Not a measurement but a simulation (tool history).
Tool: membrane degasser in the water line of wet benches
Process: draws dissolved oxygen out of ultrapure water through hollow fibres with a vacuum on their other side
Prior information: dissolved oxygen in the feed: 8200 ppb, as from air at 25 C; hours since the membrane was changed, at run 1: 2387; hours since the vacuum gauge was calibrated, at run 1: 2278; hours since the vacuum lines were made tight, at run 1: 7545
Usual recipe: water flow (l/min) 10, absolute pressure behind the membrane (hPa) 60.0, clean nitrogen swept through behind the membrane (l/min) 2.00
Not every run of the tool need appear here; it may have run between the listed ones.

| run | day | water flow (l/min) | absolute pressure behind the membrane (hPa) | clean nitrogen swept through behind the membrane (l/min) | hours since the membrane was changed | hours since the vacuum gauge was calibrated | hours since the vacuum lines were made tight | dissolved oxygen in the water behind the degasser (ppb) | pressure that the water loses in the fibres (hPa) |
|---|---|---|---|---|---|---|---|---|---|
| 1 | 0.000 | 10 | 60.0 | 2.00 | 2387 | 2278 | 7545 | 39.0 | 558.1 |
| 2 | 1.312 | 10 | 60.0 | 2.00 | 2418 | 2309 | 7576 | 38.5 | 556.0 |
| 3 | 3.175 | 10 | 60.0 | 2.00 | 2463 | 2354 | 7621 | 37.6 | 553.6 |
| 4 | 4.258 | 10 | 60.0 | 2.00 | 2489 | 2380 | 7647 | 38.3 | 560.0 |
| 5 | 6.092 | 10 | 60.0 | 2.00 | 2533 | 2424 | 7691 | 38.2 | 553.4 |
| 6 | 7.433 | 10 | 60.0 | 2.00 | 2565 | 2456 | 7723 | 38.0 | 555.0 |
| 7 | 8.646 | 10 | 60.0 | 2.00 | 2594 | 2485 | 7752 | 38.2 | 561.2 |
| 8 | 10.125 | 10 | 60.0 | 2.00 | 2630 | 2521 | 7788 | 39.2 | 559.1 |
| 9 | 11.233 | 10 | 60.7 | 2.00 | 2656 | 2548 | 7815 | 38.8 | 554.5 |
| 10 | 13.542 | 10 | 60.7 | 2.00 | 2712 | 2603 | 7870 | 39.5 | 556.9 |
|  | 14.021 | seals of the vacuum lines changed |
| 11 | 14.750 | 10 | 60.0 | 4.76 | 2739 | 2630 | 17 | 18.6 | 556.9 |
| 12 | 15.992 | 10 | 60.0 | 4.76 | 2769 | 2660 | 47 | 18.7 | 553.2 |
| 13 | 18.221 | 10 | 60.0 | 4.76 | 2822 | 2713 | 101 | 18.9 | 559.2 |
| 14 | 19.675 | 10 | 60.0 | 4.76 | 2857 | 2748 | 136 | 18.4 | 556.3 |
| 15 | 20.875 | 10 | 60.0 | 4.76 | 2886 | 2777 | 165 | 18.6 | 555.9 |
| 16 | 22.942 | 10 | 60.0 | 4.76 | 2935 | 2827 | 214 | 18.6 | 558.0 |
| 17 | 24.200 | 10 | 85.7 | 2.00 | 2966 | 2857 | 244 | 69.6 | 552.6 |
| 18 | 26.271 | 10 | 60.0 | 4.88 | 3015 | 2906 | 294 | 18.6 | 557.5 |
| 19 | 27.521 | 13 | 48.5 | 1.13 | 3045 | 2936 | 324 | 64.1 | 722.9 |
| 20 | 29.188 | 13 | 48.5 | 1.13 | 3085 | 2976 | 364 | 63.3 | 719.7 |
| 21 | 31.404 | 13 | 48.5 | 1.13 | 3138 | 3030 | 417 | 62.2 | 722.6 |
| 22 | 32.546 | 11 | 95.1 | 2.23 | 3166 | 3057 | 445 | 84.7 | 615.7 |
| 23 | 34.312 | 15 | 46.7 | 5.69 | 3208 | 3099 | 487 | 48.5 | 838.4 |
| 24 | 35.396 | 15 | 46.7 | 5.69 | 3234 | 3125 | 513 | 49.1 | 840.7 |
| 25 | 37.021 | 7 | 148.3 | 2.98 | 3273 | 3164 | 552 | 67.5 | 390.7 |
| 26 | 39.521 | 11 | 60.6 | 2.00 | 3333 | 3224 | 612 | 45.7 | 612.2 |
| 27 | 41.979 | 7 | 60.0 | 1.24 | 3392 | 3283 | 671 | 38.1 | 389.4 |
| 28 | 43.738 | 10 | 113.0 | 1.73 | 3435 | 3326 | 713 | 117.4 | 556.1 |
| 29 | 45.938 | 10 | 113.0 | 1.73 | 3487 | 3378 | 766 | 114.9 | 558.5 |
| 30 | 48.412 | 6 | 71.3 | 1.22 | 3547 | 3438 | 825 | 47.1 | 332.7 |
| 31 | 49.675 | 13 | 88.7 | 2.00 | 3577 | 3468 | 856 | 108.4 | 726.5 |
| 32 | 50.967 | 13 | 88.7 | 2.00 | 3608 | 3499 | 887 | 107.1 | 722.5 |
| 33 | 53.212 | 10 | 52.6 | 2.51 | 3662 | 3553 | 941 | 23.7 | 556.5 |

Describe how what the log doesn't record of the tool's condition differs between the last listed run preceding each entry between runs and the first listed run following it.
Runs 10 to 11: seals of the vacuum lines changed (day 14.021)
  air that leaks in behind the membrane, l/min: 0.0023 -> 0.002

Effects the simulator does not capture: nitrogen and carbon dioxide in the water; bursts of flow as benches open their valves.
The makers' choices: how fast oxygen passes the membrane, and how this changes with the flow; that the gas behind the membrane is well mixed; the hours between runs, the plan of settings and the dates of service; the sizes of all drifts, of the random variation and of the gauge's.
